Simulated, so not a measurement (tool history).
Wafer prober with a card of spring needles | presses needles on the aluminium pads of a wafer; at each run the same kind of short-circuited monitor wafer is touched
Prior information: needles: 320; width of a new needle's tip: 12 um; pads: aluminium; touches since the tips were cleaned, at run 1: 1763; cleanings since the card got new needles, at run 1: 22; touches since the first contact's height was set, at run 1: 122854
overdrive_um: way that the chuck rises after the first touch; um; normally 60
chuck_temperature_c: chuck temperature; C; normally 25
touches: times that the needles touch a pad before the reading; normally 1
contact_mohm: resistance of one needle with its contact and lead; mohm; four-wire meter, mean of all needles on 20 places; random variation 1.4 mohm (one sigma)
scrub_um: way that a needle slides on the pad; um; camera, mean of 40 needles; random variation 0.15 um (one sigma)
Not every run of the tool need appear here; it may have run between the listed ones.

run	hour	overdrive_um	chuck_temperature_c	touches	touches since the tips were cleaned	cleanings since the card got new needles	touches since the first contact's height was set	contact_mohm	scrub_um
1	0.0	60	25	1	1763	22	122854	164	12.91
# hour 12.6: tips cleaned on abrasive film
2	17.5	60	25	1	1374	23	127781	156	12.91
# hour 31.1: tips cleaned on abrasive film
3	38.8	60	25	1	2178	24	133778	172	12.84
# hour 49.5: tips cleaned on abrasive film
4	51.9	60	25	1	697	25	137481	147	12.69
5	64.2	60	25	1	4164	25	140948	190	12.80
# hour 69.2: tips cleaned on abrasive film
6	86.0	60	25	1	4760	26	147091	194	12.76
# hour 89.2: tips cleaned on abrasive film
# hour 107.8: tips cleaned on abrasive film
7	107.8	60	25	2	0	28	153212	121	12.85
# hour 126.9: tips cleaned on abrasive film
8	128.5	60	25	1	474	29	159062	140	12.82
# hour 145.4: tips cleaned on abrasive film
9	150.2	60	25	1	1371	30	165183	158	12.40
# hour 165.0: tips cleaned on abrasive film
10	167.6	60	44	1	756	31	170079	148	12.56
# hour 184.5: tips cleaned on abrasive film
11	187.5	60	44	1	857	32	175684	151	12.49
# hour 204.3: tips cleaned on abrasive film
12	209.4	60	44	1	1429	33	181841	165	12.60
# hour 223.4: tips cleaned on abrasive film
13	225.6	42	25	1	607	34	186408	174	8.48
# hour 241.9: tips cleaned on abrasive film
14	247.6	61	25	1	1639	35	192626	163	12.48
# hour 260.0: tips cleaned on abrasive film
15	260.2	48	25	2	50	36	196142	125	10.00
# hour 278.2: tips cleaned on abrasive film
16	280.9	48	78	2	763	37	202002	152	9.95
# hour 297.0: tips cleaned on abrasive film
17	298.0	48	78	3	268	38	206791	135	9.67
18	311.8	48	78	3	4182	38	210705	170	9.91
# hour 316.1: tips cleaned on abrasive film
19	329.9	42	78	3	3915	39	215808	182	8.54
# hour 334.2: tips cleaned on abrasive film
20	340.1	50	44	1	1674	40	218669	191	10.48
# hour 352.9: tips cleaned on abrasive film
21	362.1	49	25	1	2625	41	224887	219	9.99
# hour 371.0: tips cleaned on abrasive film
22	377.4	49	25	1	1816	42	229188	201	10.19

4 options for the next run, each taken on its own from the tool as it stands now. Forecast them:
# hour 389.8: tips cleaned on abrasive film
A	390.6	49	59	1	206	43	232880	?	?
# hour 389.8: tips cleaned on abrasive film
B	390.6	41	47	1	206	43	232880	?	?
# hour 389.8: tips cleaned on abrasive film
C	390.6	49	40	2	206	43	232880	?	?
# hour 389.8: tips cleaned on abrasive film
D	390.6	42	49	2	206	43	232880	?	?

run	contact_mohm	scrub_um
A	139	10.25
B	151	7.95
C	131	10.18
D	140	8.33
The same runs, with their run-to-run variation unchanged, on a tool lacking any hidden condition would have given:
run	contact_mohm	scrub_um
A	121	11.29
B	126	8.99
C	119	11.22
D	124	9.35
